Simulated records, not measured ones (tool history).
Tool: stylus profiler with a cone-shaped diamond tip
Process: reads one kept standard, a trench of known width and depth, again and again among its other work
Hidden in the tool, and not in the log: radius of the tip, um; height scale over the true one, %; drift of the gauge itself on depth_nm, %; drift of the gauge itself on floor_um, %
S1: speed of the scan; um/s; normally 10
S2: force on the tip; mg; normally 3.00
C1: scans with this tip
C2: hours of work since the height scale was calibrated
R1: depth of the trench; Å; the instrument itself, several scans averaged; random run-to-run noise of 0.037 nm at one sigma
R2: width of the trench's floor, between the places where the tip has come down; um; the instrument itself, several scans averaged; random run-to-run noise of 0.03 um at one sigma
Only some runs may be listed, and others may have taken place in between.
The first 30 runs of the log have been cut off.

At hour 508.4: height scale calibrated on a step standard.
Run 31, hour 528.7: usual settings but S1 11 um/s, S2 5.35 mg; C1 6099; C2 14. Result: R1 2046.5 Å, R2 47.76 um.
Run 32, hour 542.6: usual settings but S1 4 um/s, S2 5.65 mg; C1 6209; C2 23. Result: R1 2048.0 Å, R2 47.73 um.
Run 33, hour 553.3: usual settings but S1 20 um/s, S2 1.08 mg; C1 6294; C2 31. Result: R1 2017.6 Å, R2 47.62 um.
Run 34, hour 572.3: usual settings but S1 11 um/s, S2 1.36 mg; C1 6445; C2 44. Result: R1 2020.1 Å, R2 47.68 um.
Run 35, hour 594.8: usual settings but S1 11 um/s, S2 2.73 mg; C1 6624; C2 59. Result: R1 2030.7 Å, R2 47.64 um.
Run 36, hour 606.7: usual settings but S1 20 um/s; C1 6718; C2 67. Result: R1 2031.6 Å, R2 47.64 um.
Run 37, hour 624.6: usual settings but S1 5 um/s, S2 4.30 mg; C1 6860; C2 80. Result: R1 2040.3 Å, R2 47.69 um.
Run 38, hour 644.4: usual settings but S1 8 um/s, S2 1.10 mg; C1 7017; C2 93. Result: R1 2018.5 Å, R2 47.65 um.
At hour 648.8: height scale calibrated on a step standard, once more.
Run 39, hour 664.6: usual settings but S1 23 um/s, S2 2.87 mg; C1 7173; C2 11. Result: R1 2029.8 Å, R2 47.60 um.
Run 40, hour 675.6: usual settings but S1 5 um/s, S2 3.36 mg; C1 7261; C2 18. Result: R1 2032.7 Å, R2 47.65 um.
Run 41, hour 693.2: usual settings but S2 1.22 mg; C1 7400; C2 30. Result: R1 2017.0 Å, R2 47.55 um.
Run 42, hour 712.3: usual settings but S1 12 um/s, S2 7.05 mg; C1 7552; C2 44. Result: R1 2053.1 Å, R2 47.62 um.
Run 43, hour 730.9: usual settings but S1 12 um/s, S2 7.05 mg; C1 7700; C2 56. Result: R1 2053.3 Å, R2 47.61 um.
Run 44, hour 753.5: usual settings but S1 5 um/s, S2 1.42 mg; C1 7879; C2 72. Result: R1 2018.4 Å, R2 47.66 um.
Run 45, hour 768.7: usual settings but S1 29 um/s, S2 1.39 mg; C1 7999; C2 82. Result: R1 2017.7 Å, R2 47.45 um.
Run 46, hour 792.0: usual settings but S1 15 um/s, S2 1.39 mg; C1 8184; C2 98. Result: R1 2017.8 Å, R2 47.60 um.

5 ways to go on from here, each from the tool as it stands after run 46. What would each give?
Run A, hour 812.7: usual settings but S1 7 um/s, S2 2.59 mg; C1 8348; C2 112. Result: R1 ?, R2 ?.
Run B, hour 812.7: usual settings but S1 15 um/s, S2 1.41 mg; C1 8348; C2 112. Result: R1 ?, R2 ?.
Run C, hour 812.7: usual settings but S1 4 um/s, S2 3.70 mg; C1 8348; C2 112. Result: R1 ?, R2 ?.
Run D, hour 812.7: usual settings but S1 6 um/s, S2 1.01 mg; C1 8348; C2 112. Result: R1 ?, R2 ?.
Run E, hour 812.7: usual settings but S1 4 um/s, S2 1.39 mg; C1 8348; C2 112. Result: R1 ?, R2 ?.

run      R1     R2
  A  2027.5  47.68
  B  2018.9  47.58
  C  2035.9  47.59
  D  2014.9  47.59
  E  2018.2  47.63
Had the tool no hidden state, the same runs would have come out as:
run      R1     R2
  A  2027.2  48.07
  B  2018.6  47.97
  C  2035.6  47.97
  D  2014.6  47.98
  E  2017.9  48.02
